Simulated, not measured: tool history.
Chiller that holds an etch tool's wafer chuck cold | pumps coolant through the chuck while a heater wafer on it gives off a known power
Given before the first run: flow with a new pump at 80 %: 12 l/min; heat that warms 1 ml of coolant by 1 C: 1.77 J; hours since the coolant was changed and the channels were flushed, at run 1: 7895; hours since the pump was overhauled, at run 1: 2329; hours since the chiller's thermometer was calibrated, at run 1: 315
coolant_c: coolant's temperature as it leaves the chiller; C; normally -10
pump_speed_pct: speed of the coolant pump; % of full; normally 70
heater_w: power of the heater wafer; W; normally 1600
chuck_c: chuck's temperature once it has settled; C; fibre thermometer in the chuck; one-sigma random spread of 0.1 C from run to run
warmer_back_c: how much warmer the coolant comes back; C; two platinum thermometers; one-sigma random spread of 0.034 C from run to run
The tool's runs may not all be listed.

run	day	coolant_c	pump_speed_pct	heater_w	hours since the coolant was changed and the channels were flushed	hours since the pump was overhauled	hours since the chiller's thermometer was calibrated	chuck_c	warmer_back_c
1	0	-10	70	1600	7895	2329	315	6.4	5.16
2	1.796	-10	70	1600	7938	2372	358	6.5	5.19
3	4.358	-10	70	1600	8000	2434	419	6.7	5.13
4	6.467	-10	70	1600	8050	2484	470	6.6	5.12
5	8.746	-4	70	1600	8105	2539	525	12.4	5.08
6	11.033	-4	70	1600	8160	2594	580	12.6	5.03
7	12.342	-12	70	1600	8191	2625	611	4.5	5.07
8	14.038	-12	70	1600	8232	2666	652	4.4	4.99
9	16.762	-12	70	1600	8297	2731	717	4.4	5
10	19.308	-12	70	1600	8359	2792	778	4.5	4.94
11	22.067	-13	70	1600	8425	2859	844	3.4	4.91
12	24.246	-10	70	2395	8477	2911	897	14.5	7.46
13	26.667	-10	70	2395	8535	2969	955	14.7	7.47
14	28.958	-10	70	2395	8590	3024	1010	14.6	7.46
15	30.683	-10	70	2395	8632	3065	1051	14.8	7.42
16	32.542	-10	70	1600	8676	3110	1096	6.6	4.76
17	35.046	-2	75	842	8736	3170	1156	6.1	2.11
# day 35.5: gauge calibrated
18	36.733	0	70	911	8777	3211	1196	9.4	2.9
19	38.462	-10	70	1375	8818	3252	1238	4.2	4.41
20	39.821	-10	70	1375	8851	3285	1271	4.2	4.44
21	40.975	-14	99	1447	8879	3312	1298	-3.2	3.18
22	43.592	-7	71	1879	8941	3375	1361	12.3	5.84
23	45.875	-7	71	1879	8996	3430	1416	12.1	5.92
24	47.046	-7	71	1879	9024	3458	1444	12.2	5.85
25	48.65	-8	67	2200	9063	3497	1482	15.6	7.34
26	50.754	-19	77	1716	9113	3547	1533	-2.9	4.84
27	53.171	-10	82	1600	9171	3605	1591	4.2	4.17
28	55.762	-17	97	1797	9234	3667	1653	-3.2	3.97
29	58.333	-15	70	1600	9295	3729	1715	1.5	4.93
30	59.967	-10	71	1374	9334	3768	1754	4	4.07
31	62.571	-10	67	890	9397	3831	1816	-0.4	2.68

Here are 5 independent what-if runs from the current tool condition. What would each one return?
A	63.75	-10	75	1600	9425	3859	1845	?	?
B	63.75	-10	88	868	9425	3859	1845	?	?
C	63.75	-19	61	1600	9425	3859	1845	?	?
D	63.75	-10	75	2146	9425	3859	1845	?	?
E	63.75	-8	97	1775	9425	3859	1845	?	?

run	chuck_c	warmer_back_c
A	5.5	4.44
B	-2.8	1.92
C	-0.3	5.61
D	10.6	6.08
E	5.7	3.73
Without the tool's unlogged condition, the same runs would have read:
run	chuck_c	warmer_back_c
A	5.5	4.8
B	-2.8	2.28
C	-0.3	5.97
D	10.6	6.44
E	5.7	4.09

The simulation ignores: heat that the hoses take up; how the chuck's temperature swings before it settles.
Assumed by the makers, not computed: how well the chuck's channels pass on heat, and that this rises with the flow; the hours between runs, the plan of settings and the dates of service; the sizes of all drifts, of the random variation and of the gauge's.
